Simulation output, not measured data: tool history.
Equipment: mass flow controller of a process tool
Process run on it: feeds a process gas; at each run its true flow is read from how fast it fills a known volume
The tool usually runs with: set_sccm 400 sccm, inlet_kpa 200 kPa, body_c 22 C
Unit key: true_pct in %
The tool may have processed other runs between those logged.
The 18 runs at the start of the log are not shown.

run 19 hour=961.0 | set_sccm=434 inlet_kpa=200 body_c=22 | true_pct=99.25
run 20 hour=1016.7 | set_sccm=137 inlet_kpa=200 body_c=22 | true_pct=96.54
run 21 hour=1068.1 | set_sccm=137 inlet_kpa=200 body_c=22 | true_pct=96.53
run 22 hour=1137.0 | set_sccm=137 inlet_kpa=200 body_c=22 | true_pct=96.50
run 23 hour=1200.2 | set_sccm=400 inlet_kpa=280 body_c=22 | true_pct=99.23
run 24 hour=1242.2 | set_sccm=400 inlet_kpa=200 body_c=22 | true_pct=98.95
run 25 hour=1315.4 | set_sccm=400 inlet_kpa=200 body_c=22 | true_pct=99.03
run 26 hour=1353.1 | set_sccm=82 inlet_kpa=246 body_c=25 | true_pct=95.34

What will run 27 give?
run 27 hour=1427.2 | set_sccm=61 inlet_kpa=217 body_c=36 | true_pct=?

true_pct: 94.42 %
Without the tool's hidden state the same run would have given true_pct 97.87 %.
